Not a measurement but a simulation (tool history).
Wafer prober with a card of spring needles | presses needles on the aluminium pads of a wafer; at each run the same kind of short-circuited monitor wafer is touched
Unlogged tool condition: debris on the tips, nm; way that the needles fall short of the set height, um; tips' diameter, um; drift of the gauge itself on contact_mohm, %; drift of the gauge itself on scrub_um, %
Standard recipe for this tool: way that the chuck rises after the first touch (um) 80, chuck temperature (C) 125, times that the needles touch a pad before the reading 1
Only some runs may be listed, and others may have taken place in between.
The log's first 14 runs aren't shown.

| run | day | way that the chuck rises after the first touch (um) | chuck temperature (C) | times that the needles touch a pad before the reading | touches since the tips were cleaned | cleanings since the card got new needles | touches since the first contact's height was set | resistance of one needle with its contact and lead (mohm) | way that a needle slides on the pad (um) |
|---|---|---|---|---|---|---|---|---|---|
|  | 3.925 | tips cleaned on abrasive film |
| 15 | 3.992 | 80 | 125 | 1 | 1028 | 23 | 59502 | 174 | 21.14 |
| 16 | 4.371 | 80 | 125 | 1 | 6941 | 23 | 65415 | 215 | 21.15 |
|  | 4.442 | tips cleaned on abrasive film |
| 17 | 4.600 | 80 | 125 | 1 | 2523 | 24 | 68972 | 187 | 21.14 |
| 18 | 4.917 | 80 | 60 | 1 | 7442 | 24 | 73891 | 215 | 21.14 |
|  | 4.958 | tips cleaned on abrasive film |
| 19 | 5.167 | 83 | 56 | 1 | 3227 | 25 | 77749 | 188 | 21.87 |
| 20 | 5.433 | 83 | 56 | 1 | 7428 | 25 | 81950 | 209 | 21.88 |
|  | 5.471 | tips cleaned on abrasive film |
| 21 | 5.821 | 72 | 32 | 2 | 5450 | 26 | 87934 | 188 | 18.93 |
|  | 5.996 | tips cleaned on abrasive film |
| 22 | 6.117 | 82 | 96 | 2 | 1898 | 27 | 92550 | 168 | 21.62 |
| 23 | 6.296 | 76 | 52 | 1 | 4699 | 27 | 95351 | 207 | 20.03 |
|  | 6.512 | tips cleaned on abrasive film |
| 24 | 6.633 | 83 | 52 | 1 | 1909 | 28 | 100571 | 173 | 21.83 |
| 25 | 6.892 | 80 | 76 | 3 | 5927 | 28 | 104589 | 173 | 21.12 |
|  | 7.033 | tips cleaned on abrasive film |
| 26 | 7.146 | 80 | 116 | 1 | 1746 | 29 | 108507 | 179 | 21.02 |
| 27 | 7.467 | 82 | 116 | 3 | 6793 | 29 | 113554 | 174 | 21.52 |
|  | 7.558 | tips cleaned on abrasive film |
| 28 | 7.838 | 82 | 116 | 3 | 4378 | 30 | 119279 | 175 | 21.51 |
|  | 8.071 | tips cleaned on abrasive film |
| 29 | 8.238 | 82 | 116 | 3 | 2592 | 31 | 125484 | 164 | 21.50 |
| 30 | 8.504 | 82 | 116 | 3 | 6749 | 31 | 129641 | 174 | 21.51 |
|  | 8.592 | tips cleaned on abrasive film |
| 31 | 8.804 | 82 | 116 | 3 | 3354 | 32 | 134328 | 169 | 21.45 |
|  | 9.133 | tips cleaned on abrasive film |
| 32 | 9.171 | 82 | 116 | 3 | 603 | 33 | 140006 | 158 | 21.49 |
|  | 9.467 | height of the first contact set anew |
| 33 | 9.604 | 98 | 116 | 3 | 7188 | 33 | 2190 | 166 | 26.09 |

Below are 5 alternative next runs, each starting from the tool's condition after run 33. Predict each:
|  | 9.667 | tips cleaned on abrasive film |
| A | 10.042 | 98 | 46 | 3 | 5908 | 34 | 8985 | ? | ? |
|  | 9.667 | tips cleaned on abrasive film |
| B | 10.042 | 68 | 75 | 1 | 5908 | 34 | 8985 | ? | ? |
|  | 9.667 | tips cleaned on abrasive film |
| C | 10.042 | 66 | 27 | 1 | 5908 | 34 | 8985 | ? | ? |
|  | 9.667 | tips cleaned on abrasive film |
| D | 10.042 | 80 | 80 | 2 | 5908 | 34 | 8985 | ? | ? |
|  | 9.667 | tips cleaned on abrasive film |
| E | 10.042 | 97 | 29 | 3 | 5908 | 34 | 8985 | ? | ? |

| run | resistance of one needle with its contact and lead (mohm) | way that a needle slides on the pad (um) |
|---|---|---|
| A | 158 | 26.04 |
| B | 229 | 18.10 |
| C | 225 | 17.54 |
| D | 185 | 21.27 |
| E | 158 | 25.76 |
The same runs, with their run-to-run variation unchanged, on a tool lacking any hidden condition would have given:
| run | resistance of one needle with its contact and lead (mohm) | way that a needle slides on the pad (um) |
|---|---|---|
| A | 142 | 26.06 |
| B | 152 | 18.12 |
| C | 140 | 17.56 |
| D | 151 | 21.30 |
| E | 141 | 25.78 |

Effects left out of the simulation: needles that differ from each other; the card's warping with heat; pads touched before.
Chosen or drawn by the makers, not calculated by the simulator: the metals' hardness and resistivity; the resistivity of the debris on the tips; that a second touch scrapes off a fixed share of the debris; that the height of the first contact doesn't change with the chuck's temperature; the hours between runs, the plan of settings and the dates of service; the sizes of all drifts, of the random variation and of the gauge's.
